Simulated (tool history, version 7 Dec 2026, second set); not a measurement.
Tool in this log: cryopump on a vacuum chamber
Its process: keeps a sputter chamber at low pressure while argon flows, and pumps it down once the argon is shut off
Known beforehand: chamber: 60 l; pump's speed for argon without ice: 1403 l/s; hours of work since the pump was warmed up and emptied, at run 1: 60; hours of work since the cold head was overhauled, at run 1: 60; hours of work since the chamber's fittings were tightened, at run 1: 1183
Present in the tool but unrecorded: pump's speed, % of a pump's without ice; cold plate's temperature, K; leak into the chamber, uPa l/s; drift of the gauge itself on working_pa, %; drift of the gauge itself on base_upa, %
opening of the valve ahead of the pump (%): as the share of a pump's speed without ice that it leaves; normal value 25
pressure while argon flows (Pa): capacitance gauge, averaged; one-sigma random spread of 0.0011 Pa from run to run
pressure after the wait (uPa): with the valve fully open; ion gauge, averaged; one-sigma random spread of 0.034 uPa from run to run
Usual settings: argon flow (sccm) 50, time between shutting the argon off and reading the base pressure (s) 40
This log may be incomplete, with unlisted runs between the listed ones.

run	hour	argon flow (sccm)	time between shutting the argon off and reading the base pressure (s)	opening of the valve ahead of the pump (%)	hours of work since the pump was warmed up and emptied	hours of work since the cold head was overhauled	hours of work since the chamber's fittings were tightened	pressure while argon flows (Pa)	pressure after the wait (uPa)
1	0	50	40	25	60	60	1183	0.245	4.06
2	23.8	50	40	25	72	72	1195	0.2441	4.04
3	50.8	50	40	25	87	87	1210	0.2451	4.1
4	85.6	50	40	25	105	105	1228	0.244	4.09
5	114.1	50	40	25	121	121	1243	0.2451	4.12
6	150.6	50	40	25	140	140	1263	0.2464	4.18
7	183.4	50	40	25	157	157	1280	0.2461	4.33
8	215.1	50	40	25	174	174	1297	0.2464	4.26
9	236.3	50	233	25	185	185	1308	0.2469	3.02
10	256.6	50	233	25	196	196	1319	0.2476	3.13
11	283.4	50	100	25	210	210	1333	0.249	3.47
12	317.1	50	100	25	228	228	1351	0.2504	3.58
13	336.9	50	100	25	239	239	1362	0.2478	3.6
14	355.3	50	234	27	249	249	1372	0.2337	3.24
# hour 379.9: leaking fittings of the chamber tightened, without venting
15	392.7	50	96	27	267	267	7	0.2337	0.99
16	418.4	50	111	25	281	281	20	0.2501	0.92
17	450	52	250	25	298	298	37	0.2607	0.64
18	471.7	52	51	42	309	309	49	0.1612	1.67

Forecast each of these 4 alternatives for the next run:
A	497.8	40	27	42	323	323	63	?	?
B	497.8	50	40	19	323	323	63	?	?
C	497.8	52	130	42	323	323	63	?	?
D	497.8	20	40	25	323	323	63	?	?

run	pressure while argon flows (Pa)	pressure after the wait (uPa)
A	0.1233	2.78
B	0.329	2.06
C	0.1601	0.94
D	0.102	2.09
What these runs would have given with no unlogged condition in the tool:
run	pressure while argon flows (Pa)	pressure after the wait (uPa)
A	0.1143	2.56
B	0.3178	1.84
C	0.1484	0.73
D	0.0975	1.87
